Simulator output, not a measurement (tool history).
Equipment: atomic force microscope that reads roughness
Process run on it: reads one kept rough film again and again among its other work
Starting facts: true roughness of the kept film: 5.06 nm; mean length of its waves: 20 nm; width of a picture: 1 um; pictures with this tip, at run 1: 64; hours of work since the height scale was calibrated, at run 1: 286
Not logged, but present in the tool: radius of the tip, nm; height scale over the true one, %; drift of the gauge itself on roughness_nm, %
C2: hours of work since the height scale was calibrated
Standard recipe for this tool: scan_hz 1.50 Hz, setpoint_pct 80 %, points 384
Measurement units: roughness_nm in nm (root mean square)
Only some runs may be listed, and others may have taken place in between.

run 1 hour=0.0 | scan_hz=1.50 setpoint_pct=80 points=384 | pictures_with_this_tip=64 C2=286 | roughness_nm=2.181
-- hour=16.6 new tip fitted
run 2 hour=24.1 | scan_hz=1.50 setpoint_pct=80 points=384 | pictures_with_this_tip=16 C2=304 | roughness_nm=3.053
run 3 hour=41.5 | scan_hz=1.50 setpoint_pct=80 points=584 | pictures_with_this_tip=53 C2=317 | roughness_nm=2.432
run 4 hour=61.2 | scan_hz=1.50 setpoint_pct=80 points=584 | pictures_with_this_tip=95 C2=331 | roughness_nm=1.946
-- hour=63.3 new tip fitted
run 5 hour=81.3 | scan_hz=1.50 setpoint_pct=80 points=384 | pictures_with_this_tip=38 C2=346 | roughness_nm=2.663
run 6 hour=95.6 | scan_hz=1.50 setpoint_pct=87 points=384 | pictures_with_this_tip=69 C2=356 | roughness_nm=2.116
-- hour=108.7 new tip fitted
run 7 hour=116.8 | scan_hz=1.50 setpoint_pct=80 points=805 | pictures_with_this_tip=17 C2=371 | roughness_nm=3.022
run 8 hour=140.9 | scan_hz=1.50 setpoint_pct=80 points=805 | pictures_with_this_tip=68 C2=389 | roughness_nm=2.214
run 9 hour=153.2 | scan_hz=1.50 setpoint_pct=80 points=805 | pictures_with_this_tip=94 C2=398 | roughness_nm=1.975
-- hour=155.0 new tip fitted
run 10 hour=167.5 | scan_hz=1.39 setpoint_pct=80 points=805 | pictures_with_this_tip=26 C2=408 | roughness_nm=2.918
run 11 hour=186.4 | scan_hz=1.39 setpoint_pct=57 points=805 | pictures_with_this_tip=66 C2=422 | roughness_nm=2.572
-- hour=200.9 new tip fitted
run 12 hour=202.6 | scan_hz=1.39 setpoint_pct=57 points=805 | pictures_with_this_tip=4 C2=434 | roughness_nm=3.752
run 13 hour=227.4 | scan_hz=1.39 setpoint_pct=57 points=805 | pictures_with_this_tip=57 C2=452 | roughness_nm=2.681
run 14 hour=239.1 | scan_hz=1.39 setpoint_pct=57 points=805 | pictures_with_this_tip=81 C2=461 | roughness_nm=2.373
-- hour=247.3 new tip fitted
run 15 hour=250.4 | scan_hz=1.50 setpoint_pct=80 points=384 | pictures_with_this_tip=6 C2=469 | roughness_nm=3.278

Forecast run 16:
run 16 hour=272.4 | scan_hz=1.50 setpoint_pct=80 points=384 | pictures_with_this_tip=53 C2=485 | roughness_nm=?

Run 16 gave roughness_nm 2.366 nm (root mean square).
Minus the tool's unlogged condition, the same run would have read roughness_nm 3.463 nm (root mean square).
